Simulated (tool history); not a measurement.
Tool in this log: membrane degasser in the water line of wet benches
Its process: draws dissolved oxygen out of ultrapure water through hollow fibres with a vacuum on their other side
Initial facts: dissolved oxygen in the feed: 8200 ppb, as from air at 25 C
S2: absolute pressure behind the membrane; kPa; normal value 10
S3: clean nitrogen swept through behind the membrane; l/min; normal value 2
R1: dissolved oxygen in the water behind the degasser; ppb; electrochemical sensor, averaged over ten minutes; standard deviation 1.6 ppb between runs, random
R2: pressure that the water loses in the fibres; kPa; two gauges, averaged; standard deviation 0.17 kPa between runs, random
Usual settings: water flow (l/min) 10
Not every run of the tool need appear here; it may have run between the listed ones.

Run 1, hour 0: usual settings. Result: R1 161.2 ppb, R2 28.98 kPa.
Run 2, hour 85.7: usual settings. Result: R1 161.7 ppb, R2 29.09 kPa.
Run 3, hour 207: usual settings. Result: R1 161.1 ppb, R2 28.75 kPa.
Run 4, hour 317.1: usual settings. Result: R1 165.5 ppb, R2 28.84 kPa.
Run 5, hour 428.6: usual settings but water flow (l/min) 7. Result: R1 106.3 ppb, R2 20.29 kPa.
Run 6, hour 569.9: usual settings. Result: R1 165.2 ppb, R2 28.7 kPa.
Run 7, hour 640.6: usual settings. Result: R1 162.9 ppb, R2 29.08 kPa.
Run 8, hour 751.4: usual settings. Result: R1 163.3 ppb, R2 28.69 kPa.
Run 9, hour 884.2: usual settings. Result: R1 162 ppb, R2 28.98 kPa.
At hour 897.2: vacuum gauge calibrated.
Run 10, hour 998.7: usual settings. Result: R1 163.6 ppb, R2 29.03 kPa.
Run 11, hour 1140.5: usual settings. Result: R1 163.8 ppb, R2 29.07 kPa.
Run 12, hour 1204.4: usual settings but S2 6.7 kPa. Result: R1 121.8 ppb, R2 29.18 kPa.
At hour 1239.5: vacuum gauge calibrated, once more.
Run 13, hour 1343.6: usual settings but S2 6.7 kPa. Result: R1 119.3 ppb, R2 29.28 kPa.
Run 14, hour 1481.2: usual settings but S2 6.7 kPa. Result: R1 124 ppb, R2 28.99 kPa.
At hour 1536.9: seals of the vacuum lines changed.
Run 15, hour 1604.8: usual settings but S2 6.7 kPa. Result: R1 118.3 ppb, R2 29.16 kPa.
Run 16, hour 1665.5: usual settings but water flow (l/min) 13, S2 6.2 kPa, S3 4.63 l/min. Result: R1 133.9 ppb, R2 37.81 kPa.
Run 17, hour 1783.2: usual settings but water flow (l/min) 13, S2 6.2 kPa, S3 4.63 l/min. Result: R1 134.1 ppb, R2 37.64 kPa.
Run 18, hour 1909.5: usual settings but water flow (l/min) 16, S2 13.6 kPa, S3 4.63 l/min. Result: R1 232.5 ppb, R2 46.6 kPa.
Run 19, hour 1985.2: usual settings but water flow (l/min) 15, S2 20.6 kPa, S3 1.46 l/min. Result: R1 526.6 ppb, R2 43.56 kPa.
Run 20, hour 2079.7: usual settings but water flow (l/min) 15, S2 20.6 kPa, S3 1.42 l/min. Result: R1 545.5 ppb, R2 43.39 kPa.
Run 21, hour 2171.1: usual settings but water flow (l/min) 15, S2 20.6 kPa, S3 0.87 l/min. Result: R1 753.5 ppb, R2 43.82 kPa.
Run 22, hour 2237.1: usual settings but water flow (l/min) 11, S2 7.9 kPa, S3 1.69 l/min. Result: R1 161.1 ppb, R2 32.32 kPa.
Run 23, hour 2342.4: usual settings but water flow (l/min) 6, S2 21.2 kPa, S3 1.69 l/min. Result: R1 194.4 ppb, R2 17.54 kPa.
Run 24, hour 2424.6: usual settings but water flow (l/min) 6, S2 21.2 kPa, S3 1.69 l/min. Result: R1 192.4 ppb, R2 17.48 kPa.
Run 25, hour 2535.7: usual settings but water flow (l/min) 7, S2 24.2 kPa, S3 2.58 l/min. Result: R1 183.6 ppb, R2 20.56 kPa.
Run 26, hour 2607.4: usual settings but water flow (l/min) 12, S2 17.2 kPa, S3 2.85 l/min. Result: R1 240 ppb, R2 34.98 kPa.
Run 27, hour 2713.8: usual settings but water flow (l/min) 7, S2 20.6 kPa, S3 3.59 l/min. Result: R1 131.1 ppb, R2 20.58 kPa.
Run 28, hour 2822.3: usual settings but S2 6.3 kPa, S3 4.98 l/min. Result: R1 93.5 ppb, R2 29.34 kPa.

Branching from run 28: 4 alternative next runs. What would each branch give?
Run A, hour 2882.8: usual settings but S2 10.7 kPa, S3 1.62 l/min. Result: R1 ?, R2 ?.
Run B, hour 2882.8: usual settings but S2 6.3 kPa, S3 1.05 l/min. Result: R1 ?, R2 ?.
Run C, hour 2882.8: usual settings but S2 16.6 kPa, S3 1.17 l/min. Result: R1 ?, R2 ?.
Run D, hour 2882.8: usual settings but water flow (l/min) 12, S2 8.1 kPa. Result: R1 ?, R2 ?.

run     R1     R2
  A  188.3  29.32
  B  151.2   28.9
  C  344.8  28.94
  D  172.1  34.81
Take away the tool's hidden state, keep each run's random variation, and the runs would have read:
run     R1     R2
  A  182.5     29
  B  145.5  28.59
  C  337.2  28.63
  D  166.1  34.43
